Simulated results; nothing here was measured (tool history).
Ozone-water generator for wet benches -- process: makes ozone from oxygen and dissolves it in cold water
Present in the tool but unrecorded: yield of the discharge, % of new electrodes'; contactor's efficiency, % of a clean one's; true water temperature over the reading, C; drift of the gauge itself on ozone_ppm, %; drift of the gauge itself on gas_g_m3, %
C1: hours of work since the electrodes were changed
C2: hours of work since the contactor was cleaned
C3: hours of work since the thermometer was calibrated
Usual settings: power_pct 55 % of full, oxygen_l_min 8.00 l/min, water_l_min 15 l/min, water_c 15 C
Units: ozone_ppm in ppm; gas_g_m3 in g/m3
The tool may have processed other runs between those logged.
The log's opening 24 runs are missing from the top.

run 25 day=80.675 | power_pct=55 oxygen_l_min=13.80 water_l_min=13 water_c=20 | C1=4342 C2=1452 C3=609 | ozone_ppm=26.0 gas_g_m3=132.9
run 26 day=85.092 | power_pct=55 oxygen_l_min=13.80 water_l_min=13 water_c=20 | C1=4422 C2=1532 C3=688 | ozone_ppm=26.2 gas_g_m3=132.2
run 27 day=88.358 | power_pct=61 oxygen_l_min=8.00 water_l_min=21 water_c=15 | C1=4481 C2=1591 C3=747 | ozone_ppm=25.2 gas_g_m3=175.3
run 28 day=91.967 | power_pct=94 oxygen_l_min=8.00 water_l_min=21 water_c=11 | C1=4546 C2=1656 C3=812 | ozone_ppm=35.5 gas_g_m3=231.2
run 29 day=95.654 | power_pct=55 oxygen_l_min=11.10 water_l_min=19 water_c=12 | C1=4612 C2=1722 C3=879 | ozone_ppm=26.7 gas_g_m3=142.0
run 30 day=99.996 | power_pct=50 oxygen_l_min=6.34 water_l_min=16 water_c=12 | C1=4690 C2=1800 C3=957 | ozone_ppm=26.1 gas_g_m3=165.5
run 31 day=104.142 | power_pct=50 oxygen_l_min=4.88 water_l_min=10 water_c=12 | C1=4765 C2=1875 C3=1031 | ozone_ppm=33.3 gas_g_m3=181.1
run 32 day=106.429 | power_pct=55 oxygen_l_min=5.03 water_l_min=20 water_c=15 | C1=4806 C2=1916 C3=1073 | ozone_ppm=22.1 gas_g_m3=190.6
run 33 day=108.800 | power_pct=55 oxygen_l_min=5.03 water_l_min=20 water_c=15 | C1=4849 C2=1959 C3=1115 | ozone_ppm=21.9 gas_g_m3=188.8
run 34 day=113.050 | power_pct=64 oxygen_l_min=6.81 water_l_min=14 water_c=16 | C1=4925 C2=2035 C3=1192 | ozone_ppm=30.8 gas_g_m3=188.3

Predict each of these 3 candidate next runs independently; none follows another, all start after run 34:
run A day=115.146 | power_pct=64 oxygen_l_min=6.63 water_l_min=14 water_c=19 | C1=4963 C2=2073 C3=1230 | ozone_ppm=? gas_g_m3=?
run B day=115.146 | power_pct=64 oxygen_l_min=4.50 water_l_min=14 water_c=13 | C1=4963 C2=2073 C3=1230 | ozone_ppm=? gas_g_m3=?
run C day=115.146 | power_pct=59 oxygen_l_min=13.38 water_l_min=15 water_c=15 | C1=4963 C2=2073 C3=1230 | ozone_ppm=? gas_g_m3=?

run=A ozone_ppm=29.2 gas_g_m3=189.0
run=B ozone_ppm=31.3 gas_g_m3=217.2
run=C ozone_ppm=28.4 gas_g_m3=136.5
Without the tool's unlogged condition, the same runs would have read:
run=A ozone_ppm=37.3 gas_g_m3=234.5
run=B ozone_ppm=40.1 gas_g_m3=269.4
run=C ozone_ppm=35.9 gas_g_m3=167.1
